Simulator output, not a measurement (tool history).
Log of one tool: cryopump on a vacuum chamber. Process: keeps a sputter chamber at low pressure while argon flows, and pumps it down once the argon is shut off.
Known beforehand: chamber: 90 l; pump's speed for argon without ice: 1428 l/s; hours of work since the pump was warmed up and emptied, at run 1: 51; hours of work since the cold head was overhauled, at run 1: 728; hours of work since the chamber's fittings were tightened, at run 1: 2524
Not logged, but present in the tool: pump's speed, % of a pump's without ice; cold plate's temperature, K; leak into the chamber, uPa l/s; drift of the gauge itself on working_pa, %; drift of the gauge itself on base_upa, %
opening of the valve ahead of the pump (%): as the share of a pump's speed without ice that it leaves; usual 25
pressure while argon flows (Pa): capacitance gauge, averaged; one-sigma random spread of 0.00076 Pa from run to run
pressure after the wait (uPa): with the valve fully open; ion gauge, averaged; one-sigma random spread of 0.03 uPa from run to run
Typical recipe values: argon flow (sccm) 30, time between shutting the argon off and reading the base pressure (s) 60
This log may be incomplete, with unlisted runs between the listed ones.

| run | hour | argon flow (sccm) | time between shutting the argon off and reading the base pressure (s) | opening of the valve ahead of the pump (%) | hours of work since the pump was warmed up and emptied | hours of work since the cold head was overhauled | hours of work since the chamber's fittings were tightened | pressure while argon flows (Pa) | pressure after the wait (uPa) |
|---|---|---|---|---|---|---|---|---|---|
| 1 | 0 | 30 | 60 | 25 | 51 | 728 | 2524 | 0.1442 | 3.69 |
| 2 | 15.8 | 30 | 60 | 25 | 62 | 738 | 2535 | 0.1437 | 3.81 |
| 3 | 32.3 | 30 | 60 | 25 | 73 | 749 | 2546 | 0.1425 | 3.69 |
| 4 | 55.2 | 30 | 60 | 25 | 88 | 765 | 2561 | 0.1435 | 3.78 |
| 5 | 74.1 | 30 | 60 | 25 | 101 | 777 | 2574 | 0.1435 | 3.74 |
| 6 | 101.7 | 30 | 60 | 25 | 119 | 796 | 2592 | 0.1438 | 3.89 |
| 7 | 116.6 | 30 | 60 | 25 | 129 | 806 | 2602 | 0.1446 | 3.88 |
| 8 | 132.5 | 30 | 60 | 25 | 140 | 816 | 2613 | 0.1447 | 3.85 |
| 9 | 150.1 | 30 | 60 | 25 | 152 | 828 | 2624 | 0.1435 | 3.83 |
| 10 | 169.2 | 30 | 155 | 23 | 164 | 841 | 2637 | 0.1567 | 3.02 |
| 11 | 188 | 13 | 72 | 25 | 177 | 853 | 2650 | 0.0625 | 3.73 |
| 12 | 201.2 | 13 | 72 | 25 | 186 | 862 | 2659 | 0.0628 | 3.68 |
| 13 | 216 | 13 | 72 | 25 | 196 | 872 | 2668 | 0.0622 | 3.66 |
| 14 | 232.4 | 13 | 72 | 25 | 207 | 883 | 2679 | 0.0628 | 3.69 |

What if the next run were any one of these 3? Each begins from the tool's condition after run 14:
| A | 258.2 | 58 | 299 | 25 | 224 | 900 | 2697 | ? | ? |
| B | 258.2 | 12 | 254 | 48 | 224 | 900 | 2697 | ? | ? |
| C | 258.2 | 13 | 113 | 25 | 224 | 900 | 2697 | ? | ? |

| run | pressure while argon flows (Pa) | pressure after the wait (uPa) |
|---|---|---|
| A | 0.2814 | 2.93 |
| B | 0.0314 | 2.97 |
| C | 0.0631 | 3.41 |
The same runs, with their run-to-run variation unchanged, on a tool lacking any hidden condition would have given:
| run | pressure while argon flows (Pa) | pressure after the wait (uPa) |
|---|---|---|
| A | 0.2755 | 0.5 |
| B | 0.0302 | 0.51 |
| C | 0.0618 | 0.91 |
